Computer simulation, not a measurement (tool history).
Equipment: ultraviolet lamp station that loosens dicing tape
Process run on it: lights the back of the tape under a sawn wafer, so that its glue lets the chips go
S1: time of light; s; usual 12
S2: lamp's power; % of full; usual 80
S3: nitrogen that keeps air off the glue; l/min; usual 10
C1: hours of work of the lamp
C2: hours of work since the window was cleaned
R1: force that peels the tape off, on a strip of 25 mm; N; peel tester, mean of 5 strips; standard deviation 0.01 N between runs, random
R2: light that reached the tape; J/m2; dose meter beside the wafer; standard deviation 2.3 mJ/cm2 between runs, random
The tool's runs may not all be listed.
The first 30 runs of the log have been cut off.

run 31 hour=647.4 | S1=10 S2=80 S3=19 | C1=560 C2=149 | R1=0.737 R2=1520
run 32 hour=671.8 | S1=10 S2=80 S3=19 | C1=571 C2=159 | R1=0.758 R2=1510
run 33 hour=686.3 | S1=10 S2=80 S3=19 | C1=577 C2=165 | R1=0.749 R2=1520
run 34 hour=709.5 | S1=18 S2=80 S3=10 | C1=587 C2=175 | R1=0.397 R2=2610
run 35 hour=732.9 | S1=8 S2=76 S3=19 | C1=597 C2=185 | R1=1.279 R2=1110
run 36 hour=749.1 | S1=8 S2=76 S3=19 | C1=604 C2=192 | R1=1.278 R2=1120
run 37 hour=767.9 | S1=8 S2=76 S3=19 | C1=612 C2=201 | R1=1.301 R2=1120
run 38 hour=790.3 | S1=13 S2=80 S3=5 | C1=622 C2=210 | R1=1.308 R2=1870
run 39 hour=806.4 | S1=13 S2=80 S3=5 | C1=629 C2=217 | R1=1.276 R2=1870
run 40 hour=819.7 | S1=12 S2=81 S3=6 | C1=635 C2=223 | R1=1.244 R2=1700
run 41 hour=839 | S1=10 S2=80 S3=6 | C1=643 C2=231 | R1=1.757 R2=1410

Consider 4 possible next runs. They are alternatives, not a sequence: every one starts from the tool as it was left by run 41. What does each give?
run A hour=852.8 | S1=12 S2=66 S3=4 | C1=649 C2=237 | R1=? R2=?
run B hour=852.8 | S1=12 S2=80 S3=5 | C1=649 C2=237 | R1=? R2=?
run C hour=852.8 | S1=12 S2=84 S3=10 | C1=649 C2=237 | R1=? R2=?
run D hour=852.8 | S1=11 S2=80 S3=19 | C1=649 C2=237 | R1=? R2=?

run=A R1=2.171 R2=1380
run=B R1=1.5 R2=1680
run=C R1=0.856 R2=1710
run=D R1=0.729 R2=1510
Without the tool's unlogged condition, the same runs would have read:
run=A R1=1.251 R2=2040
run=B R1=0.769 R2=2480
run=C R1=0.419 R2=2550
run=D R1=0.368 R2=2240
